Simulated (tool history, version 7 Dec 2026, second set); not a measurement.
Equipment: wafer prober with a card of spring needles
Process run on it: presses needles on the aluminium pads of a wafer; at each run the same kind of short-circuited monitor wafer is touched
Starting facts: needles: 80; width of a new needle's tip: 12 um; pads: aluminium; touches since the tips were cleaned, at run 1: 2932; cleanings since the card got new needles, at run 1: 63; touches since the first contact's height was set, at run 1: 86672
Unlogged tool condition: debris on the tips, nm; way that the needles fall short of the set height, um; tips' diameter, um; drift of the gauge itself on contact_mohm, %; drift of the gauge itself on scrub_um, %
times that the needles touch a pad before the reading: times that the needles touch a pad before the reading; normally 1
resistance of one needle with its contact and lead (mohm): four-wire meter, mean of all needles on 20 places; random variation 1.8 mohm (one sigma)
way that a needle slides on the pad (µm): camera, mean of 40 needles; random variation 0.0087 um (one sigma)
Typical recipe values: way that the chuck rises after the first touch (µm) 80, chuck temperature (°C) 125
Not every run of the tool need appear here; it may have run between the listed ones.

run	hour	way that the chuck rises after the first touch (µm)	chuck temperature (°C)	times that the needles touch a pad before the reading	touches since the tips were cleaned	cleanings since the card got new needles	touches since the first contact's height was set	resistance of one needle with its contact and lead (mohm)	way that a needle slides on the pad (µm)
1	0	80	125	1	2932	63	86672	184	10.008
# hour 4.7: tips cleaned on abrasive film
2	8.1	80	125	2	1920	64	91196	187	9.992
# hour 15.4: tips cleaned on abrasive film
3	17.5	80	125	2	1194	65	96403	187	10.006
# hour 25.5: tips cleaned on abrasive film
# hour 26.7: height of the first contact set anew
4	27.3	80	125	2	854	66	311	187	9.994
# hour 36.4: tips cleaned on abrasive film
5	37.1	80	125	2	422	67	5797	184	10.012
6	44.3	80	125	2	4436	67	9811	189	10.025
# hour 46.9: tips cleaned on abrasive film
# hour 57.4: tips cleaned on abrasive film
7	61.6	80	125	1	2393	69	19460	186	10.023
# hour 67.8: tips cleaned on abrasive film
# hour 77.5: tips cleaned on abrasive film
8	77.5	75	125	1	0	71	28300	186	9.406
9	85.5	75	125	1	4483	71	32783	188	9.398
# hour 88: tips cleaned on abrasive film
# hour 97.9: tips cleaned on abrasive film
10	101.8	61	125	1	2212	73	41864	189	7.645
# hour 108.3: tips cleaned on abrasive film
11	109.7	70	124	1	821	74	46240	184	8.757
12	117.3	79	124	2	5088	74	50507	184	9.905
# hour 118.7: tips cleaned on abrasive film
13	127.8	79	124	2	5128	75	56349	188	9.889
# hour 129.4: tips cleaned on abrasive film
14	136.1	72	106	1	3769	76	60986	184	9.039
# hour 140.1: tips cleaned on abrasive film
15	147.6	74	106	1	4194	77	67370	183	9.278
# hour 150: tips cleaned on abrasive film
# hour 160.3: tips cleaned on abrasive film
16	165	69	62	1	2644	79	77094	175	8.656
# hour 170.8: tips cleaned on abrasive film
17	176.2	67	125	1	3017	80	83304	189	8.404
# hour 180.9: tips cleaned on abrasive film
18	188.4	99	29	1	4235	81	90117	169	12.421
# hour 190.8: tips cleaned on abrasive film
19	200.2	72	125	1	5277	82	96717	185	9.053

Predict each of these 5 candidate next runs independently; none follows another, all start after run 19:
# hour 201.8: tips cleaned on abrasive film
# hour 208.7: height of the first contact set anew
A	211.4	97	114	1	5245	83	1491	?	?
# hour 201.8: tips cleaned on abrasive film
# hour 208.7: height of the first contact set anew
B	211.4	81	28	1	5245	83	1491	?	?
# hour 201.8: tips cleaned on abrasive film
# hour 208.7: height of the first contact set anew
C	211.4	82	53	2	5245	83	1491	?	?
# hour 201.8: tips cleaned on abrasive film
# hour 208.7: height of the first contact set anew
D	211.4	98	29	1	5245	83	1491	?	?
# hour 201.8: tips cleaned on abrasive film
# hour 208.7: height of the first contact set anew
E	211.4	80	125	2	5245	83	1491	?	?

run	resistance of one needle with its contact and lead (mohm)	way that a needle slides on the pad (µm)
A	180	12.171
B	168	10.184
C	172	10.3
D	169	12.311
E	187	10.056
With the hidden condition removed and each run's random variation left untouched, the same runs would have given:
run	resistance of one needle with its contact and lead (mohm)	way that a needle slides on the pad (µm)
A	179	12.124
B	166	10.145
C	171	10.26
D	168	12.263
E	186	10.017

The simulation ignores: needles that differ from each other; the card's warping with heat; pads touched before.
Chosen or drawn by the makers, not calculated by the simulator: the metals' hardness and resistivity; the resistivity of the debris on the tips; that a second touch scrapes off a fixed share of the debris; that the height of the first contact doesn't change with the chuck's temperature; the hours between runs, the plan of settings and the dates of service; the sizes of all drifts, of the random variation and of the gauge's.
